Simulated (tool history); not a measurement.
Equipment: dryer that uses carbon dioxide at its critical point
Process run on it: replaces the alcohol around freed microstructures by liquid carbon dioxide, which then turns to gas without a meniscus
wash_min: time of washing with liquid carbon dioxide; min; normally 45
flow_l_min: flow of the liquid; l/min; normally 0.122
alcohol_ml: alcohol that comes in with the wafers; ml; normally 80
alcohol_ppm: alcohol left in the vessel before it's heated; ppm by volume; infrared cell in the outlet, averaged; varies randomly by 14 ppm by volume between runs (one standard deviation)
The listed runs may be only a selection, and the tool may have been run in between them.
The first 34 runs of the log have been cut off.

run,hour,wash_min,flow_l_min,alcohol_ml,alcohol_ppm
35,1838.4,45,0.079,36,1890
36,1890.7,61,0.129,100,219
37,1919.1,45,0.135,23,231
38,1949.5,27,0.089,41,6008
39,2004.8,66,0.098,33,229
40,2043.8,35,0.098,31,2077
41,2098.9,45,0.104,79,2111
42,2131.2,45,0.136,80,797
43,2166.8,45,0.136,80,817
44,2231.3,45,0.136,80,841
45,2267.6,45,0.087,80,4063
46,2299.3,32,0.122,37,2041
47,2351.5,32,0.122,37,2084

Consider 3 possible next runs. They are alternatives, not a sequence: every one starts from the tool as it was left by run 47. What does each give?
A,2419.1,33,0.126,41,?
B,2419.1,45,0.076,80,?
C,2419.1,45,0.122,29,?

run,alcohol_ppm
A,2022
B,6195
C,584
Stripped of hidden state, with their random variation kept, the same runs would have yielded:
run,alcohol_ppm
A,1383
B,4596
C,320
